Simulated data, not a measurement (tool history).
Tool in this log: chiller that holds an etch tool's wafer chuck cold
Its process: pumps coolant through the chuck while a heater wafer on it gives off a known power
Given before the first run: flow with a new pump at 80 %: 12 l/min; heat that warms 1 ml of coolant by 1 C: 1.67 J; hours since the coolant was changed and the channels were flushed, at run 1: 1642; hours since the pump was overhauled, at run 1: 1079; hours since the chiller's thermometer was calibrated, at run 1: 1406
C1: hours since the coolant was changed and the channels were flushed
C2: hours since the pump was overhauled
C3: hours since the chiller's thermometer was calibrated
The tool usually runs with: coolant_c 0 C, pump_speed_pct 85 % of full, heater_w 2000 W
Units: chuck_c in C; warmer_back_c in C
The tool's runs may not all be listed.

{"run": 1, "hour": 0.0, "coolant_c": 0, "pump_speed_pct": 85, "heater_w": 2000, "C1": 1642, "C2": 1079, "C3": 1406, "chuck_c": 15.8, "warmer_back_c": 5.76}
{"run": 2, "hour": 60.3, "coolant_c": 0, "pump_speed_pct": 85, "heater_w": 2000, "C1": 1702, "C2": 1139, "C3": 1466, "chuck_c": 15.7, "warmer_back_c": 5.8}
{"run": 3, "hour": 125.2, "coolant_c": 0, "pump_speed_pct": 85, "heater_w": 2000, "C1": 1767, "C2": 1204, "C3": 1531, "chuck_c": 15.7, "warmer_back_c": 5.75}
{"run": 4, "hour": 171.6, "coolant_c": 0, "pump_speed_pct": 85, "heater_w": 2680, "C1": 1813, "C2": 1251, "C3": 1578, "chuck_c": 20.8, "warmer_back_c": 7.78}
{"run": 5, "hour": 247.4, "coolant_c": 0, "pump_speed_pct": 85, "heater_w": 2680, "C1": 1889, "C2": 1326, "C3": 1654, "chuck_c": 21.2, "warmer_back_c": 7.73}
{"run": 6, "hour": 315.6, "coolant_c": 0, "pump_speed_pct": 71, "heater_w": 2680, "C1": 1957, "C2": 1395, "C3": 1722, "chuck_c": 23.7, "warmer_back_c": 9.5}
{"run": 7, "hour": 374.1, "coolant_c": 0, "pump_speed_pct": 71, "heater_w": 2680, "C1": 2016, "C2": 1453, "C3": 1780, "chuck_c": 23.8, "warmer_back_c": 9.46}

For run 8, what comes out?
{"run": 8, "hour": 459.6, "coolant_c": 4, "pump_speed_pct": 85, "heater_w": 1743, "C1": 2101, "C2": 1539, "C3": 1866, "chuck_c": "?", "warmer_back_c": "?"}

chuck_c: 17.7 C
warmer_back_c: 5.06 C
With no hidden state in the tool, this same run would have given chuck_c 17.0 C, warmer_back_c 4.83 C.

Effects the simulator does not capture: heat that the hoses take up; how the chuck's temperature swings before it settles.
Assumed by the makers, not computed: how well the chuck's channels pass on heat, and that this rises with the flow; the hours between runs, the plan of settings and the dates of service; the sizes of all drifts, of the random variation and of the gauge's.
